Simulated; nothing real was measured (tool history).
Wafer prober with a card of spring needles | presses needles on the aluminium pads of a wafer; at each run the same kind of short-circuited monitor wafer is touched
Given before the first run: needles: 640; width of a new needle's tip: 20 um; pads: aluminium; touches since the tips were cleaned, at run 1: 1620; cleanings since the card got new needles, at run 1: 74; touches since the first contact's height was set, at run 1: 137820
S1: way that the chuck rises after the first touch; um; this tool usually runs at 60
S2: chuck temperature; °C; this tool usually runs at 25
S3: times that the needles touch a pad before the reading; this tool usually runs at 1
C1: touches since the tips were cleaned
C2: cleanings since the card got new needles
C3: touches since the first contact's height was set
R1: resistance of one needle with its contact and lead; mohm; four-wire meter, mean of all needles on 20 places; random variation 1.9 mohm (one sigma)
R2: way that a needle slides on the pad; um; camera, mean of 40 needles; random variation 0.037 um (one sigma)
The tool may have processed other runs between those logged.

run     day  S1  S2  S3    C1   C2      C3   R1     R2
  1   0.000  60  25   1  1620   74  137820  237   9.57
      0.038  -- tips cleaned on abrasive film
      0.183  -- tips cleaned on abrasive film
      0.367  -- tips cleaned on abrasive film
      0.546  -- tips cleaned on abrasive film
      0.692  -- tips cleaned on abrasive film
      0.838  -- tips cleaned on abrasive film
      1.017  -- tips cleaned on abrasive film
      1.200  -- tips cleaned on abrasive film
      1.379  -- tips cleaned on abrasive film
      1.562  -- tips cleaned on abrasive film
      1.742  -- tips cleaned on abrasive film
      1.921  -- tips cleaned on abrasive film
  2   2.021  60  25   1  1135   86  160536  232   9.44
      2.096  -- tips cleaned on abrasive film
      2.242  -- tips cleaned on abrasive film
      2.388  -- tips cleaned on abrasive film
      2.567  -- tips cleaned on abrasive film
      2.750  -- tips cleaned on abrasive film
      2.929  -- tips cleaned on abrasive film
      3.108  -- tips cleaned on abrasive film
  3   3.208  60  25   1  1161   93  173912  237   9.37
      3.283  -- tips cleaned on abrasive film
      3.429  -- tips cleaned on abrasive film
      3.612  -- tips cleaned on abrasive film
      3.792  -- tips cleaned on abrasive film
      3.938  -- tips cleaned on abrasive film
      4.083  -- tips cleaned on abrasive film
  4   4.167  60  25   2   961   99  184646  222   9.40
      4.242  -- tips cleaned on abrasive film
      4.421  -- tips cleaned on abrasive film
      4.604  -- tips cleaned on abrasive film
      4.750  -- tips cleaned on abrasive film
      4.892  -- tips cleaned on abrasive film
      5.075  -- tips cleaned on abrasive film
      5.158  -- height of the first contact set anew
      5.267  -- tips cleaned on abrasive film
      5.450  -- tips cleaned on abrasive film
      5.596  -- tips cleaned on abrasive film
  5   5.658  60  25   2   736  108    5622  220   9.12
      5.767  -- tips cleaned on abrasive film
      5.950  -- tips cleaned on abrasive film
      6.096  -- tips cleaned on abrasive film
      6.275  -- tips cleaned on abrasive film
      6.421  -- tips cleaned on abrasive film
      6.600  -- tips cleaned on abrasive film
      6.783  -- tips cleaned on abrasive film
      6.929  -- tips cleaned on abrasive film
      7.108  -- tips cleaned on abrasive film
      7.288  -- tips cleaned on abrasive film
      7.471  -- tips cleaned on abrasive film
  6   7.479  60  25   2    89  119   26069  216   8.96
      7.621  -- tips cleaned on abrasive film
      7.767  -- tips cleaned on abrasive film
      7.912  -- tips cleaned on abrasive film
      8.096  -- tips cleaned on abrasive film
      8.275  -- tips cleaned on abrasive film
      8.421  -- tips cleaned on abrasive film
  7   8.479  60  25   1   681  125   37335  232   9.07
      8.592  -- tips cleaned on abrasive film
      8.771  -- tips cleaned on abrasive film
      8.917  -- tips cleaned on abrasive film
      9.096  -- tips cleaned on abrasive film
      9.242  -- tips cleaned on abrasive film
      9.388  -- tips cleaned on abrasive film
      9.567  -- tips cleaned on abrasive film
      9.750  -- tips cleaned on abrasive film
      9.896  -- tips cleaned on abrasive film
     10.042  -- tips cleaned on abrasive film
     10.188  -- tips cleaned on abrasive film
     10.367  -- tips cleaned on abrasive film
     10.512  -- tips cleaned on abrasive film
  8  10.521  60  25   1   108  138   60245  216   8.94
     10.667  -- tips cleaned on abrasive film
     10.812  -- tips cleaned on abrasive film
     10.992  -- tips cleaned on abrasive film
     11.138  -- tips cleaned on abrasive film
     11.283  -- tips cleaned on abrasive film
     11.467  -- tips cleaned on abrasive film
     11.646  -- tips cleaned on abrasive film
     11.825  -- tips cleaned on abrasive film
     11.971  -- tips cleaned on abrasive film
     12.154  -- tips cleaned on abrasive film
     12.333  -- tips cleaned on abrasive film
     12.479  -- tips cleaned on abrasive film
     12.625  -- tips cleaned on abrasive film
  9  12.746  60  25   1  1418  151   85282  249   8.77
     12.788  -- tips cleaned on abrasive film
     12.933  -- tips cleaned on abrasive film
     13.079  -- tips cleaned on abrasive film
     13.258  -- tips cleaned on abrasive film
     13.404  -- tips cleaned on abrasive film
     13.583  -- tips cleaned on abrasive film
     13.729  -- tips cleaned on abrasive film
     13.875  -- tips cleaned on abrasive film
 10  13.900  60  72   1   268  159   98172  234   8.78
     14.046  -- tips cleaned on abrasive film
     14.225  -- tips cleaned on abrasive film
     14.371  -- tips cleaned on abrasive film
     14.550  -- tips cleaned on abrasive film
     14.696  -- tips cleaned on abrasive film
     14.879  -- tips cleaned on abrasive film
     15.058  -- tips cleaned on abrasive film
 11  15.092  56  49   1   355  166  111558  238   8.00
     15.233  -- tips cleaned on abrasive film
     15.417  -- tips cleaned on abrasive film
     15.596  -- tips cleaned on abrasive film
     15.779  -- tips cleaned on abrasive film
     15.958  -- tips cleaned on abrasive film
     16.104  -- tips cleaned on abrasive film
 12  16.121  70  32   1   185  172  123145  216  10.33
     16.267  -- tips cleaned on abrasive film
     16.412  -- tips cleaned on abrasive film
     16.592  -- tips cleaned on abrasive film
     16.771  -- tips cleaned on abrasive film
     16.954  -- tips cleaned on abrasive film
     17.100  -- tips cleaned on abrasive film
 13  17.217  72  60   1  1378  178  135518  241  10.56
     17.258  -- tips cleaned on abrasive film
     17.404  -- tips cleaned on abrasive film
     17.583  -- tips cleaned on abrasive film
     17.767  -- tips cleaned on abrasive film
     17.946  -- tips cleaned on abrasive film
     18.133  -- height of the first contact set anew, once more
     18.138  -- tips cleaned on abrasive film
     18.283  -- tips cleaned on abrasive film
     18.467  -- tips cleaned on abrasive film
     18.612  -- tips cleaned on abrasive film
     18.754  -- tips cleaned on abrasive film
     18.938  -- tips cleaned on abrasive film
     19.083  -- tips cleaned on abrasive film
     19.229  -- tips cleaned on abrasive film
     19.408  -- tips cleaned on abrasive film
 14  19.412  55  27   1    70  192   14321  216   9.24
     19.558  -- tips cleaned on abrasive film
     19.704  -- tips cleaned on abrasive film
     19.888  -- tips cleaned on abrasive film
     20.067  -- tips cleaned on abrasive film
     20.246  -- tips cleaned on abrasive film
     20.429  -- tips cleaned on abrasive film
     20.575  -- tips cleaned on abrasive film
 15  20.629  45  57   2   643  199   27992  236   7.47
     20.742  -- tips cleaned on abrasive film
     20.883  -- tips cleaned on abrasive film
     21.029  -- tips cleaned on abrasive film
     21.212  -- tips cleaned on abrasive film
     21.392  -- tips cleaned on abrasive film
     21.575  -- tips cleaned on abrasive film
     21.717  -- tips cleaned on abrasive film
     21.862  -- tips cleaned on abrasive film
 16  21.946  58  25   1   949  207   42784  242   9.60
     22.021  -- tips cleaned on abrasive film
     22.167  -- tips cleaned on abrasive film
     22.346  -- tips cleaned on abrasive film
     22.492  -- tips cleaned on abrasive film
     22.675  -- tips cleaned on abrasive film
     22.821  -- tips cleaned on abrasive film
     22.962  -- tips cleaned on abrasive film
     23.146  -- tips cleaned on abrasive film
     23.292  -- tips cleaned on abrasive film
     23.438  -- tips cleaned on abrasive film
     23.588  -- tips cleaned on abrasive film
 17  23.588  62  25   2     0  218   61185  210  10.18
     23.733  -- tips cleaned on abrasive film
     23.879  -- tips cleaned on abrasive film
     24.058  -- tips cleaned on abrasive film
     24.204  -- tips cleaned on abrasive film
     24.388  -- tips cleaned on abrasive film
     24.567  -- tips cleaned on abrasive film
     24.712  -- tips cleaned on abrasive film
 18  24.792  62  25   2   932  225   74741  222  10.18
     24.867  -- tips cleaned on abrasive film
     25.050  -- tips cleaned on abrasive film
     25.229  -- tips cleaned on abrasive film
     25.375  -- tips cleaned on abrasive film
     25.521  -- tips cleaned on abrasive film
     25.667  -- tips cleaned on abrasive film
     25.846  -- tips cleaned on abrasive film
     26.029  -- tips cleaned on abrasive film
     26.208  -- tips cleaned on abrasive film
     26.354  -- tips cleaned on abrasive film
     26.500  -- tips cleaned on abrasive film
     26.679  -- tips cleaned on abrasive film
 19  26.758  49  25   1   899  237   96812  251   7.80

For some of the steps in R1 from one run to the next: how much would appear even if the tool had no hidden state, given the settings, what came in and random variation, and how much remains for the hidden state plus any gauge scatter that the measured result and the result without hidden state don't share?
Hidden state present: debris on the tips, nm; way that the needles fall short of the set height, um; tips' diameter, um; drift of the gauge itself on contact_mohm, %; drift of the gauge itself on scrub_um, %.
Run 8 -> 9: tips cleaned on abrasive film, tips cleaned on abrasive film, tips cleaned on abrasive film, tips cleaned on abrasive film, tips cleaned on abrasive film, tips cleaned on abrasive film, tips cleaned on abrasive film, tips cleaned on abrasive film, tips cleaned on abrasive film, tips cleaned on abrasive film, tips cleaned on abrasive film, tips cleaned on abrasive film, tips cleaned on abrasive film. R1 +33 mohm: hidden state +32, all else +1.
